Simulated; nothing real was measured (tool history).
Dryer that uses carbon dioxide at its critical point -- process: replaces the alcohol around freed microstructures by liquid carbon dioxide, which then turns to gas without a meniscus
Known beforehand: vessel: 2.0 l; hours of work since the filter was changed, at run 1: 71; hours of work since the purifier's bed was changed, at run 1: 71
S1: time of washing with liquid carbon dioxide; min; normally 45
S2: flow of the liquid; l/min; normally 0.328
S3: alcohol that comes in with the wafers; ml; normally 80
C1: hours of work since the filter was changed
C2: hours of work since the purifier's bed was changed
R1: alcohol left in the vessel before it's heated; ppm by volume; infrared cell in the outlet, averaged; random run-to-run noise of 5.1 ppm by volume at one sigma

run,day,S1,S2,S3,C1,C2,R1
1,0,45,0.328,80,71,71,117
2,0.512,40,0.328,80,79,79,203
3,1.05,40,0.328,80,87,87,207
4,1.412,40,0.328,116,92,92,298
5,1.946,40,0.328,116,100,100,308
6,2.383,45,0.328,80,106,106,142
7,2.921,45,0.328,80,114,114,144
8,3.65,45,0.328,80,125,125,145
9,4.262,41,0.346,80,134,134,193
10,4.825,59,0.427,86,142,142,43
11,5.2,59,0.427,41,148,148,52
12,5.821,59,0.427,41,157,157,63
13,6.196,47,0.49,80,163,163,70
14,6.567,28,0.358,39,168,168,445
15,7.167,28,0.221,57,177,177,2487

Some steps in R1, run to run, broken into two amounts with sign: the step expected even without the hidden condition (settings, incoming material, random variation), and the rest, left for the hidden condition together with whatever gauge scatter is not in both the measured and the hidden-condition-free result:
The hidden state here: flow that reaches the vessel past the clogged filter, %; alcohol in the recycled carbon dioxide, ppm; drift of the gauge itself on alcohol_ppm, %.
Run 14 -> 15: S2 0.358 -> 0.221, S3 39 -> 57. R1 +2042 ppm by volume: hidden state +449, all else +1593.
